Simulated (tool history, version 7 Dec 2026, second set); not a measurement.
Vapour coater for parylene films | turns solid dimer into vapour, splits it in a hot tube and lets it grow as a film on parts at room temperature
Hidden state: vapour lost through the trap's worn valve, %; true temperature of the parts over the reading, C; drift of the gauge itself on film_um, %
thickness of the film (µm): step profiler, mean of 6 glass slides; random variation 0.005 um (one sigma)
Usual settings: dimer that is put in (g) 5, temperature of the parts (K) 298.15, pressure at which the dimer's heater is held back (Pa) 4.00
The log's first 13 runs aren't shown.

run    hour  dimer that is put in (g)  temperature of the parts (K)  pressure at which the dimer's heater is held back (Pa)  hours of work since the trap's valve was overhauled  hours of work since the table's thermometer was calibrated  thickness of the film (µm)
 14   667.0                         5                        298.15                                                    8.80                                                  208                                                         974                       0.773
 15   729.7                         5                        298.15                                                    8.80                                                  236                                                        1002                       0.767
 16   778.4                         5                        298.15                                                    4.00                                                  257                                                        1024                       0.899
 17   844.2                         7                        298.15                                                    4.00                                                  286                                                        1053                       1.237
 18   897.7                         5                        290.15                                                    4.00                                                  310                                                        1076                       1.082
      913.1  -- trap's valve overhauled
 19   953.1                         5                        290.15                                                   10.97                                                   18                                                        1099                       0.921
 20   993.5                         5                        290.15                                                    6.05                                                   35                                                        1117                       1.046
      999.7  -- table's thermometer calibrated
 21  1026.7                         5                        290.15                                                    6.05                                                   50                                                          12                       1.024
 22  1087.6                         5                        298.15                                                   11.55                                                   76                                                          39                       0.729
 23  1133.5                         5                        298.15                                                    3.07                                                   97                                                          59                       0.955
     1140.0  -- table's thermometer calibrated, once more
 24  1189.5                         5                        307.15                                                    3.31                                                  121                                                          22                       0.756
 25  1229.5                         5                        299.15                                                   11.96                                                  139                                                          39                       0.712
 26  1293.4                         5                        299.15                                                   11.96                                                  167                                                          68                       0.710
 27  1342.6                         5                        291.15                                                    3.00                                                  188                                                          89                       1.145
 28  1411.7                         3                        298.15                                                    8.04                                                  219                                                         120                       0.463
 29  1469.0                         2                        298.15                                                    2.39                                                  244                                                         145                       0.401
 30  1523.2                         5                        290.15                                                    4.74                                                  268                                                         169                       1.057
 31  1573.5                         2                        290.15                                                    7.02                                                  290                                                         191                       0.389

Run 32 comes next. What will it give?
 32  1624.0                         2                        296.15                                                    9.38                                                  312                                                         213                           ?

thickness of the film (µm): 0.314
Without the tool's hidden state the same run would have given thickness of the film (µm) 0.333.
